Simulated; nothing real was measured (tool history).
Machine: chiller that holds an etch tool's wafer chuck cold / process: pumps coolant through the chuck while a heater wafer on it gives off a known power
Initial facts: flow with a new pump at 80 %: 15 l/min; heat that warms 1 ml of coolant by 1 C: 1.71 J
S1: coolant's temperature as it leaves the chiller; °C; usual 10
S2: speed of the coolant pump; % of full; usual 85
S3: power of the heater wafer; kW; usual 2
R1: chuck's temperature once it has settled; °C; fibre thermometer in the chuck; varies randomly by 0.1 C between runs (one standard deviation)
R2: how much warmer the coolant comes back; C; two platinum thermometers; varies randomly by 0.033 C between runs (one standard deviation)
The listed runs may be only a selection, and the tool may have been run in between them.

{"run": 1, "hour": 0.0, "S1": 10, "S2": 85, "S3": 2, "R1": 23.2, "R2": 4.75}
{"run": 2, "hour": 82.7, "S1": 10, "S2": 85, "S3": 2, "R1": 23.3, "R2": 4.78}
{"run": 3, "hour": 185.0, "S1": 10, "S2": 85, "S3": 2, "R1": 23.1, "R2": 4.78}
{"run": 4, "hour": 304.6, "S1": 10, "S2": 85, "S3": 2, "R1": 23.5, "R2": 4.83}
{"run": 5, "hour": 461.1, "S1": 10, "S2": 85, "S3": 2, "R1": 23.6, "R2": 4.84}
{"run": 6, "hour": 616.3, "S1": 10, "S2": 78, "S3": 2, "R1": 24.5, "R2": 5.27}
{"run": 7, "hour": 744.4, "S1": 10, "S2": 78, "S3": 2, "R1": 24.5, "R2": 5.3}
{"run": 8, "hour": 895.6, "S1": 10, "S2": 78, "S3": 2, "R1": 24.7, "R2": 5.33}
{"run": 9, "hour": 1047.3, "S1": 10, "S2": 78, "S3": 1.282, "R1": 19.5, "R2": 3.41}
{"run": 10, "hour": 1128.5, "S1": 10, "S2": 78, "S3": 1.828, "R1": 23.5, "R2": 4.88}
{"run": 11, "hour": 1209.0, "S1": 8, "S2": 81, "S3": 1.466, "R1": 18.6, "R2": 3.73}
{"run": 12, "hour": 1329.0, "S1": 8, "S2": 81, "S3": 1.487, "R1": 18.8, "R2": 3.81}
{"run": 13, "hour": 1476.3, "S1": 5, "S2": 63, "S3": 1.124, "R1": 15.2, "R2": 3.76}
{"run": 14, "hour": 1574.3, "S1": 5, "S2": 63, "S3": 1.124, "R1": 15.4, "R2": 3.78}
{"run": 15, "hour": 1681.0, "S1": 11, "S2": 88, "S3": 1.553, "R1": 21.6, "R2": 3.67}

Between the runs listed above, the log contained 1 entry, not reproduced here. Where in the sequence does each belong, and how does what the log doesn't record of the tool's condition differ from the listed run before to the listed run after?
Between runs 10 and 11: chiller's thermometer calibrated (hour 1172.7)
  heat passed by the chuck's channels, % of clean ones': 97.3 -> 97.2; flow at a given pump speed, % of a new pump's: 90.3 -> 90.2; coolant's true temperature over the reading, C: -0.16 -> 0.05
  measured result minus the result with no hidden state, R1: +1.2 -> +1.1 °C; R2: +0.48 -> +0.37 C
